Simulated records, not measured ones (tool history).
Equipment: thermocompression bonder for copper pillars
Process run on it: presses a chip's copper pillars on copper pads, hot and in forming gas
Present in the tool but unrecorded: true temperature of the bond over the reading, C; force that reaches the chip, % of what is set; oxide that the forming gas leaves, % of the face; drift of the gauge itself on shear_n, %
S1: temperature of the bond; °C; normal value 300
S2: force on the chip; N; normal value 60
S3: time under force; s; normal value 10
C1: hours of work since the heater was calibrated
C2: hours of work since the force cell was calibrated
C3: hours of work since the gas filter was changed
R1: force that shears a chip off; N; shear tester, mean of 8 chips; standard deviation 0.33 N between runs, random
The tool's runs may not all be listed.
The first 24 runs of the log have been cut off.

run	hour	S1	S2	S3	C1	C2	C3	R1
25	1098.5	300	63	6	51	1528	118	57.8
26	1149.5	300	63	6	81	1558	148	57.6
27	1177.9	300	53	6	98	1575	165	48.9
28	1241.7	300	48	10	136	1613	203	51.4
29	1284.4	325	73	6	161	1639	229	73.8
30	1328	278	76	6	187	1665	254	56
31	1389.1	278	76	6	224	1701	291	54.4
32	1453.9	278	76	6	262	1740	329	53.9
33	1484.7	278	76	6	281	1758	348	54.4
# hour 1506.8: forming gas filter changed
34	1546.2	278	59	6	317	1794	23	47
35	1611.6	278	59	6	356	1833	62	46.9
36	1648.8	278	59	6	378	1855	85	45.9
37	1712	278	59	6	416	1893	122	45.6
# hour 1753.9: force cell calibrated
38	1779.5	300	43	23	455	15	161	59.7
39	1819.2	272	63	11	478	39	185	53.3
40	1876.2	272	63	11	512	73	219	52.9

Here are 3 independent what-if runs from the current tool condition. What would each one return?
A	1935.6	281	63	11	548	108	254	?
B	1935.6	300	81	17	548	108	254	?
C	1935.6	300	62	11	548	108	254	?

run	R1
A	57
B	81.6
C	64.9
With the hidden condition removed and each run's random variation left untouched, the same runs would have given:
run	R1
A	59.3
B	86.6
C	68
